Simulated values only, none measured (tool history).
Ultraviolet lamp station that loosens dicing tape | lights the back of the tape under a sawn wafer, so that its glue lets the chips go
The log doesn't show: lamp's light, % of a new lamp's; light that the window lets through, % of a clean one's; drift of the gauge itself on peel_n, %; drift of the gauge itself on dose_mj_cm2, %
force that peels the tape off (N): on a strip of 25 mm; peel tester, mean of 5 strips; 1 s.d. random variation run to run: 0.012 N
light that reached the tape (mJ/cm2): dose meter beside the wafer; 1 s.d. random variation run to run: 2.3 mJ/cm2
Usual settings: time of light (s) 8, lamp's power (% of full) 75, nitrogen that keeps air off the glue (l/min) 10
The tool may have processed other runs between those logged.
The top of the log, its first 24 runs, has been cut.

| run | hour | time of light (s) | lamp's power (% of full) | nitrogen that keeps air off the glue (l/min) | hours of work of the lamp | hours of work since the window was cleaned | force that peels the tape off (N) | light that reached the tape (mJ/cm2) |
|---|---|---|---|---|---|---|---|---|
| 25 | 954.0 | 8 | 85 | 11 | 255 | 136 | 0.539 | 238 |
| 26 | 981.5 | 8 | 60 | 10 | 273 | 153 | 0.990 | 162 |
| 27 | 1037.7 | 4 | 82 | 8 | 308 | 189 | 2.024 | 110 |
| 28 | 1081.6 | 12 | 82 | 7 | 336 | 216 | 0.423 | 321 |
| 29 | 1120.2 | 12 | 82 | 7 | 360 | 241 | 0.443 | 312 |
| 30 | 1148.5 | 10 | 61 | 7 | 378 | 259 | 0.999 | 189 |
| 31 | 1174.7 | 10 | 61 | 7 | 395 | 275 | 1.067 | 195 |
|  | 1183.1 | window cleaned of glue's vapour |
| 32 | 1211.7 | 10 | 78 | 18 | 418 | 18 | 0.270 | 290 |
| 33 | 1257.4 | 9 | 92 | 10 | 447 | 47 | 0.380 | 301 |
| 34 | 1296.2 | 8 | 60 | 10 | 471 | 71 | 0.972 | 172 |
| 35 | 1349.5 | 15 | 74 | 17 | 505 | 105 | 0.214 | 387 |
| 36 | 1374.9 | 15 | 65 | 6 | 521 | 121 | 0.451 | 332 |
| 37 | 1403.3 | 11 | 61 | 17 | 539 | 139 | 0.428 | 225 |
| 38 | 1446.4 | 10 | 80 | 10 | 566 | 166 | 0.488 | 260 |
| 39 | 1489.5 | 10 | 89 | 15 | 594 | 194 | 0.320 | 285 |
| 40 | 1547.2 | 10 | 89 | 15 | 630 | 230 | 0.341 | 276 |
| 41 | 1575.7 | 5 | 73 | 15 | 648 | 248 | 1.462 | 112 |
|  | 1631.5 | window cleaned of glue's vapour |
| 42 | 1631.5 | 5 | 73 | 15 | 683 | 0 | 1.211 | 130 |

Alternative continuations, all from the tool just after run 42; predict every row:
| A | 1678.1 | 9 | 62 | 5 | 712 | 29 | ? | ? |
| B | 1678.1 | 16 | 73 | 15 | 712 | 29 | ? | ? |
| C | 1678.1 | 4 | 69 | 15 | 712 | 29 | ? | ? |

| run | force that peels the tape off (N) | light that reached the tape (mJ/cm2) |
|---|---|---|
| A | 1.273 | 195 |
| B | 0.220 | 404 |
| C | 1.772 | 95 |
Without the tool's hidden state the same runs would have given:
| run | force that peels the tape off (N) | light that reached the tape (mJ/cm2) |
|---|---|---|
| A | 1.020 | 226 |
| B | 0.206 | 468 |
| C | 1.476 | 110 |
